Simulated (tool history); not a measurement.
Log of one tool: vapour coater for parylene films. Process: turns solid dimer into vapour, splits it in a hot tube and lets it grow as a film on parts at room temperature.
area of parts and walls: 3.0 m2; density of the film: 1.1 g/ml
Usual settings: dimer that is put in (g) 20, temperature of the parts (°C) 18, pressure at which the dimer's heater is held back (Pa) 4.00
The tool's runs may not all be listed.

| run | day | dimer that is put in (g) | temperature of the parts (°C) | pressure at which the dimer's heater is held back (Pa) | thickness of the film (µm) |
|---|---|---|---|---|---|
| 1 | 0.000 | 20 | 18 | 4.00 | 4.06 |
| 2 | 1.075 | 20 | 18 | 4.00 | 3.97 |
| 3 | 2.771 | 20 | 18 | 4.00 | 3.94 |
| 4 | 3.583 | 20 | 18 | 4.00 | 3.98 |
| 5 | 4.692 | 20 | 18 | 4.00 | 3.96 |
| 6 | 6.275 | 20 | 18 | 4.00 | 3.95 |
| 7 | 7.483 | 20 | 18 | 4.00 | 3.92 |
| 8 | 9.171 | 20 | 18 | 5.94 | 3.59 |
| 9 | 10.633 | 20 | 23 | 4.00 | 3.26 |
| 10 | 12.512 | 20 | 15 | 2.60 | 4.63 |
| 11 | 14.342 | 20 | 15 | 2.60 | 4.61 |
| 12 | 15.796 | 20 | 15 | 4.62 | 4.04 |
| 13 | 16.971 | 20 | 15 | 4.62 | 3.97 |
| 14 | 18.675 | 20 | 15 | 4.62 | 3.98 |

3 ways to go on from here, each from the tool as it stands after run 14. What would each give?
| A | 20.000 | 20 | 18 | 10.93 | ? |
| B | 20.000 | 18 | 11 | 3.38 | ? |
| C | 20.000 | 16 | 15 | 3.16 | ? |

| run | thickness of the film (µm) |
|---|---|
| A | 2.92 |
| B | 4.33 |
| C | 3.41 |
Without the tool's hidden state the same runs would have given:
| run | thickness of the film (µm) |
|---|---|
| A | 3.35 |
| B | 4.96 |
| C | 3.92 |
